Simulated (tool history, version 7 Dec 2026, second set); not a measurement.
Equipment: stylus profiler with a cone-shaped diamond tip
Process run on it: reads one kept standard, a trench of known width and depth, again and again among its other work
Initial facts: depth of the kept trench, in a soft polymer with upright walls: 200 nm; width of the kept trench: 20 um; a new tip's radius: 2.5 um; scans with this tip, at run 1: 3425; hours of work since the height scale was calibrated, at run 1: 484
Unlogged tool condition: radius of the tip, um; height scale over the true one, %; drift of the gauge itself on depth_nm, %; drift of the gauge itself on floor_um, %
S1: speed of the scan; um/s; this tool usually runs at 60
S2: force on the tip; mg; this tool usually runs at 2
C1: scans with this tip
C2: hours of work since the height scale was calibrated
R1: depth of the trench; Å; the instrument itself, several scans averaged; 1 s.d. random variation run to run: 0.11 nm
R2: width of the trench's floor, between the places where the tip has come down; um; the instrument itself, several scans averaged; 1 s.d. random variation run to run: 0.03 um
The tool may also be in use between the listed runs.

{"run": 1, "hour": 0.0, "S1": 60, "S2": 2, "C1": 3425, "C2": 484, "R1": 2026.5, "R2": 17.53}
{"run": 2, "hour": 52.2, "S1": 60, "S2": 2, "C1": 3706, "C2": 524, "R1": 2026.1, "R2": 17.54}
{"run": 3, "hour": 129.1, "S1": 60, "S2": 2, "C1": 4120, "C2": 582, "R1": 2025.1, "R2": 17.5}
{"run": 4, "hour": 214.7, "S1": 60, "S2": 2.23, "C1": 4580, "C2": 647, "R1": 2028.7, "R2": 17.43}
{"run": 5, "hour": 292.1, "S1": 60, "S2": 2.23, "C1": 4997, "C2": 706, "R1": 2027.3, "R2": 17.44}
{"run": 6, "hour": 340.1, "S1": 60, "S2": 2.23, "C1": 5255, "C2": 742, "R1": 2026.9, "R2": 17.44}
{"run": 7, "hour": 388.4, "S1": 60, "S2": 2.23, "C1": 5515, "C2": 779, "R1": 2027, "R2": 17.45}
{"run": 8, "hour": 434.5, "S1": 60, "S2": 2.23, "C1": 5763, "C2": 814, "R1": 2028.3, "R2": 17.39}
{"run": 9, "hour": 487.2, "S1": 34, "S2": 2, "C1": 6047, "C2": 854, "R1": 2023.1, "R2": 17.49}
{"run": 10, "hour": 522.0, "S1": 34, "S2": 2, "C1": 6234, "C2": 881, "R1": 2022.5, "R2": 17.44}
{"run": 11, "hour": 580.3, "S1": 60, "S2": 5.7, "C1": 6548, "C2": 925, "R1": 2055.3, "R2": 17.47}
{"run": 12, "hour": 647.1, "S1": 60, "S2": 0.94, "C1": 6907, "C2": 976, "R1": 2012.3, "R2": 17.21}
{"run": 13, "hour": 703.0, "S1": 60, "S2": 0.73, "C1": 7208, "C2": 1018, "R1": 2008.4, "R2": 17.15}
{"run": 14, "hour": 788.0, "S1": 60, "S2": 0.73, "C1": 7665, "C2": 1083, "R1": 2008.1, "R2": 17.13}
{"run": 15, "hour": 860.6, "S1": 60, "S2": 0.73, "C1": 8056, "C2": 1138, "R1": 2005.9, "R2": 17.16}
{"run": 16, "hour": 907.8, "S1": 60, "S2": 0.73, "C1": 8310, "C2": 1174, "R1": 2008.9, "R2": 17.11}
{"run": 17, "hour": 990.6, "S1": 60, "S2": 0.73, "C1": 8755, "C2": 1237, "R1": 2006.2, "R2": 17.08}
{"run": 18, "hour": 1044.6, "S1": 60, "S2": 0.73, "C1": 9046, "C2": 1278, "R1": 2007.2, "R2": 17.07}
{"run": 19, "hour": 1113.6, "S1": 60, "S2": 0.73, "C1": 9417, "C2": 1330, "R1": 2006, "R2": 17.01}
{"run": 20, "hour": 1158.5, "S1": 60, "S2": 0.73, "C1": 9658, "C2": 1364, "R1": 2007.2, "R2": 16.96}
{"run": 21, "hour": 1218.3, "S1": 60, "S2": 2.01, "C1": 9980, "C2": 1410, "R1": 2021, "R2": 17.15}
{"run": 22, "hour": 1303.9, "S1": 60, "S2": 2.01, "C1": 10441, "C2": 1475, "R1": 2021.3, "R2": 17.15}
{"run": 23, "hour": 1356.1, "S1": 60, "S2": 2.01, "C1": 10722, "C2": 1515, "R1": 2020.1, "R2": 17.12}
{"hour": 1399.9, "done": "new tip fitted, height scale calibrated"}
{"run": 24, "hour": 1432.9, "S1": 25, "S2": 1.09, "C1": 177, "C2": 25, "R1": 2019.6, "R2": 17.87}
{"run": 25, "hour": 1489.1, "S1": 48, "S2": 3.07, "C1": 480, "C2": 68, "R1": 2038.4, "R2": 17.86}
{"run": 26, "hour": 1548.8, "S1": 20, "S2": 1.26, "C1": 801, "C2": 113, "R1": 2022.2, "R2": 17.8}
{"run": 27, "hour": 1593.9, "S1": 20, "S2": 1.26, "C1": 1043, "C2": 147, "R1": 2019.7, "R2": 17.89}
{"run": 28, "hour": 1635.5, "S1": 20, "S2": 1.26, "C1": 1267, "C2": 179, "R1": 2021.7, "R2": 17.8}
{"run": 29, "hour": 1708.0, "S1": 54, "S2": 0.83, "C1": 1657, "C2": 234, "R1": 2016.3, "R2": 17.56}
{"run": 30, "hour": 1767.1, "S1": 83, "S2": 3.96, "C1": 1976, "C2": 279, "R1": 2045.1, "R2": 17.66}
{"run": 31, "hour": 1841.9, "S1": 15, "S2": 2.91, "C1": 2378, "C2": 336, "R1": 2036.5, "R2": 17.81}
{"run": 32, "hour": 1910.0, "S1": 15, "S2": 2.91, "C1": 2744, "C2": 388, "R1": 2037.6, "R2": 17.74}
{"run": 33, "hour": 1975.1, "S1": 15, "S2": 2.91, "C1": 3094, "C2": 437, "R1": 2036.7, "R2": 17.76}
{"run": 34, "hour": 2021.5, "S1": 15, "S2": 2.91, "C1": 3344, "C2": 472, "R1": 2036.4, "R2": 17.72}
{"run": 35, "hour": 2090.7, "S1": 225, "S2": 1.76, "C1": 3716, "C2": 525, "R1": 2025.2, "R2": 16.89}
{"run": 36, "hour": 2155.9, "S1": 80, "S2": 1.04, "C1": 4067, "C2": 575, "R1": 2015.7, "R2": 17.29}
{"run": 37, "hour": 2192.4, "S1": 27, "S2": 0.97, "C1": 4263, "C2": 602, "R1": 2015.3, "R2": 17.6}
{"run": 38, "hour": 2237.3, "S1": 17, "S2": 1.56, "C1": 4505, "C2": 636, "R1": 2021.5, "R2": 17.6}
{"run": 39, "hour": 2312.0, "S1": 60, "S2": 3.08, "C1": 4907, "C2": 693, "R1": 2036, "R2": 17.48}
{"run": 40, "hour": 2353.5, "S1": 60, "S2": 3.08, "C1": 5130, "C2": 725, "R1": 2034.9, "R2": 17.48}
{"run": 41, "hour": 2420.8, "S1": 54, "S2": 3.03, "C1": 5493, "C2": 776, "R1": 2035.3, "R2": 17.45}
{"run": 42, "hour": 2463.9, "S1": 91, "S2": 5.98, "C1": 5724, "C2": 809, "R1": 2057.4, "R2": 17.44}
{"run": 43, "hour": 2532.0, "S1": 41, "S2": 1.52, "C1": 6091, "C2": 860, "R1": 2019.2, "R2": 17.39}
{"run": 44, "hour": 2604.3, "S1": 40, "S2": 1.8, "C1": 6480, "C2": 915, "R1": 2024.9, "R2": 17.41}
{"run": 45, "hour": 2664.2, "S1": 16, "S2": 2.66, "C1": 6802, "C2": 961, "R1": 2027.2, "R2": 17.52}
{"run": 46, "hour": 2743.2, "S1": 50, "S2": 2.09, "C1": 7227, "C2": 1021, "R1": 2024.2, "R2": 17.34}

Forecast each of these 3 alternatives for the next run:
{"run": "A", "hour": 2796.5, "S1": 53, "S2": 1.47, "C1": 7514, "C2": 1062, "R1": "?", "R2": "?"}
{"run": "B", "hour": 2796.5, "S1": 140, "S2": 1.1, "C1": 7514, "C2": 1062, "R1": "?", "R2": "?"}
{"run": "C", "hour": 2796.5, "S1": 130, "S2": 5.68, "C1": 7514, "C2": 1062, "R1": "?", "R2": "?"}

run=A R1=2015.7 R2=17.28
run=B R1=2013.2 R2=16.8
run=C R1=2053.3 R2=17.26
What these runs would have given with no unlogged condition in the tool:
run=A R1=2022.9 R2=17.8
run=B R1=2020.4 R2=17.33
run=C R1=2060.7 R2=17.78
